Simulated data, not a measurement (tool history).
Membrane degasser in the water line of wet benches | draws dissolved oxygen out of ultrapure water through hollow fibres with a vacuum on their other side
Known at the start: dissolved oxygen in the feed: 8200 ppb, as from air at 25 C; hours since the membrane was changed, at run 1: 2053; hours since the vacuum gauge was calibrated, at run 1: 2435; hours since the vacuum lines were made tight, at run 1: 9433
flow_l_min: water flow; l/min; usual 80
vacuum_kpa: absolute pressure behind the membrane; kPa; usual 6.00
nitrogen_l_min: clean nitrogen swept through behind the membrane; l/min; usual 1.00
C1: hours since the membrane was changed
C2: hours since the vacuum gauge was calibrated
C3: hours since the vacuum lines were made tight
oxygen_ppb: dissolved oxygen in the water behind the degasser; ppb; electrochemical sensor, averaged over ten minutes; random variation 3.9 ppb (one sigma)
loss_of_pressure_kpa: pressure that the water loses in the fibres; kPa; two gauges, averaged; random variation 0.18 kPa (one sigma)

Run 1, hour 0.0: usual settings; C1 2053; C2 2435; C3 9433. Result: oxygen_ppb 396.6 ppb, loss_of_pressure_kpa 31.64 kPa.
Run 2, hour 141.3: usual settings; C1 2194; C2 2576; C3 9574. Result: oxygen_ppb 402.3 ppb, loss_of_pressure_kpa 31.45 kPa.
Run 3, hour 317.2: usual settings; C1 2370; C2 2752; C3 9750. Result: oxygen_ppb 393.0 ppb, loss_of_pressure_kpa 31.62 kPa.
Run 4, hour 407.3: usual settings; C1 2460; C2 2842; C3 9841. Result: oxygen_ppb 399.1 ppb, loss_of_pressure_kpa 31.77 kPa.
Run 5, hour 518.2: usual settings; C1 2571; C2 2953; C3 9951. Result: oxygen_ppb 390.2 ppb, loss_of_pressure_kpa 31.95 kPa.
Run 6, hour 690.0: usual settings but vacuum_kpa 11.05 kPa; C1 2743; C2 3125; C3 10123. Result: oxygen_ppb 990.0 ppb, loss_of_pressure_kpa 31.99 kPa.
Run 7, hour 810.0: usual settings but vacuum_kpa 11.05 kPa; C1 2863; C2 3245; C3 10243. Result: oxygen_ppb 1008.2 ppb, loss_of_pressure_kpa 31.60 kPa.
Run 8, hour 991.7: usual settings but flow_l_min 92 l/min; C1 3044; C2 3427; C3 10425. Result: oxygen_ppb 457.4 ppb, loss_of_pressure_kpa 36.92 kPa.
Run 9, hour 1145.7: usual settings; C1 3198; C2 3581; C3 10579. Result: oxygen_ppb 398.4 ppb, loss_of_pressure_kpa 31.53 kPa.
Run 10, hour 1308.0: usual settings; C1 3361; C2 3743; C3 10741. Result: oxygen_ppb 396.8 ppb, loss_of_pressure_kpa 32.07 kPa.
Run 11, hour 1507.7: usual settings; C1 3560; C2 3943; C3 10941. Result: oxygen_ppb 406.3 ppb, loss_of_pressure_kpa 31.98 kPa.
Run 12, hour 1676.1: usual settings; C1 3729; C2 4111; C3 11109. Result: oxygen_ppb 401.1 ppb, loss_of_pressure_kpa 31.70 kPa.
Run 13, hour 1780.4: usual settings; C1 3833; C2 4215; C3 11214. Result: oxygen_ppb 398.6 ppb, loss_of_pressure_kpa 32.06 kPa.
Run 14, hour 1912.7: usual settings; C1 3965; C2 4348; C3 11346. Result: oxygen_ppb 401.6 ppb, loss_of_pressure_kpa 31.99 kPa.
Run 15, hour 2056.0: usual settings; C1 4109; C2 4491; C3 11489. Result: oxygen_ppb 410.6 ppb, loss_of_pressure_kpa 31.99 kPa.
Run 16, hour 2183.8: usual settings but flow_l_min 79 l/min; C1 4236; C2 4619; C3 11617. Result: oxygen_ppb 399.6 ppb, loss_of_pressure_kpa 31.74 kPa.
At hour 2321.9: vacuum gauge calibrated.
Run 17, hour 2364.8: usual settings but vacuum_kpa 11.28 kPa, nitrogen_l_min 0.57 l/min; C1 4417; C2 43; C3 11797. Result: oxygen_ppb 1352.3 ppb, loss_of_pressure_kpa 32.32 kPa.
Run 18, hour 2518.6: usual settings but flow_l_min 92 l/min, vacuum_kpa 7.19 kPa, nitrogen_l_min 0.47 l/min; C1 4571; C2 197; C3 11951. Result: oxygen_ppb 889.7 ppb, loss_of_pressure_kpa 37.04 kPa.
Run 19, hour 2647.8: usual settings but flow_l_min 92 l/min, vacuum_kpa 7.19 kPa, nitrogen_l_min 0.47 l/min; C1 4700; C2 326; C3 12081. Result: oxygen_ppb 867.1 ppb, loss_of_pressure_kpa 37.09 kPa.
Run 20, hour 2768.1: usual settings but flow_l_min 92 l/min, vacuum_kpa 7.19 kPa, nitrogen_l_min 0.47 l/min; C1 4820; C2 446; C3 12201. Result: oxygen_ppb 871.8 ppb, loss_of_pressure_kpa 36.75 kPa.
At hour 2894.0: seals of the vacuum lines changed.
Run 21, hour 2932.7: usual settings but flow_l_min 92 l/min, vacuum_kpa 7.19 kPa, nitrogen_l_min 0.47 l/min; C1 4983; C2 609; C3 39. Result: oxygen_ppb 902.0 ppb, loss_of_pressure_kpa 37.03 kPa.
Run 22, hour 3048.5: usual settings but flow_l_min 60 l/min, vacuum_kpa 7.19 kPa, nitrogen_l_min 0.99 l/min; C1 5099; C2 725; C3 155. Result: oxygen_ppb 443.9 ppb, loss_of_pressure_kpa 24.21 kPa.
Run 23, hour 3241.5: usual settings but flow_l_min 60 l/min, vacuum_kpa 7.19 kPa, nitrogen_l_min 0.99 l/min; C1 5292; C2 918; C3 348. Result: oxygen_ppb 446.8 ppb, loss_of_pressure_kpa 23.71 kPa.
Run 24, hour 3329.9: usual settings but flow_l_min 108 l/min, vacuum_kpa 6.30 kPa; C1 5380; C2 1006; C3 436. Result: oxygen_ppb 587.8 ppb, loss_of_pressure_kpa 43.76 kPa.
Run 25, hour 3422.0: usual settings but flow_l_min 108 l/min, vacuum_kpa 6.30 kPa; C1 5472; C2 1098; C3 528. Result: oxygen_ppb 592.4 ppb, loss_of_pressure_kpa 43.20 kPa.
Run 26, hour 3596.8: usual settings but flow_l_min 108 l/min, vacuum_kpa 6.30 kPa; C1 5647; C2 1273; C3 703. Result: oxygen_ppb 575.7 ppb, loss_of_pressure_kpa 43.79 kPa.
Run 27, hour 3719.8: usual settings but flow_l_min 55 l/min, vacuum_kpa 10.11 kPa, nitrogen_l_min 2.35 l/min; C1 5770; C2 1396; C3 826. Result: oxygen_ppb 354.2 ppb, loss_of_pressure_kpa 22.33 kPa.
Run 28, hour 3867.7: usual settings but nitrogen_l_min 0.73 l/min; C1 5918; C2 1544; C3 974. Result: oxygen_ppb 487.6 ppb, loss_of_pressure_kpa 32.10 kPa.
Run 29, hour 4027.7: usual settings but vacuum_kpa 7.17 kPa; C1 6078; C2 1704; C3 1134. Result: oxygen_ppb 555.9 ppb, loss_of_pressure_kpa 32.23 kPa.
Run 30, hour 4133.3: usual settings but vacuum_kpa 7.17 kPa; C1 6183; C2 1809; C3 1239. Result: oxygen_ppb 557.1 ppb, loss_of_pressure_kpa 32.62 kPa.
Run 31, hour 4298.8: usual settings but flow_l_min 83 l/min, vacuum_kpa 5.70 kPa, nitrogen_l_min 1.39 l/min; C1 6349; C2 1975; C3 1405. Result: oxygen_ppb 315.8 ppb, loss_of_pressure_kpa 33.75 kPa.

4 ways to go on from here, each from the tool as it stands after run 31. What would each give?
Run A, hour 4396.3: usual settings but vacuum_kpa 6.27 kPa; C1 6446; C2 2072; C3 1502. Result: oxygen_ppb ?, loss_of_pressure_kpa ?.
Run B, hour 4396.3: usual settings but nitrogen_l_min 0.41 l/min; C1 6446; C2 2072; C3 1502. Result: oxygen_ppb ?, loss_of_pressure_kpa ?.
Run C, hour 4396.3: usual settings but flow_l_min 83 l/min, vacuum_kpa 7.72 kPa, nitrogen_l_min 1.39 l/min; C1 6446; C2 2072; C3 1502. Result: oxygen_ppb ?, loss_of_pressure_kpa ?.
Run D, hour 4396.3: usual settings but flow_l_min 83 l/min, vacuum_kpa 4.65 kPa, nitrogen_l_min 2.67 l/min; C1 6446; C2 2072; C3 1502. Result: oxygen_ppb ?, loss_of_pressure_kpa ?.

run  oxygen_ppb  loss_of_pressure_kpa
  A       443.4                 32.51
  B       642.1                 32.29
  C       515.6                 33.65
  D       141.1                 33.54
Without the tool's hidden state the same runs would have given:
run  oxygen_ppb  loss_of_pressure_kpa
  A       421.9                 31.34
  B       612.3                 31.11
  C       496.6                 32.43
  D       125.9                 32.33
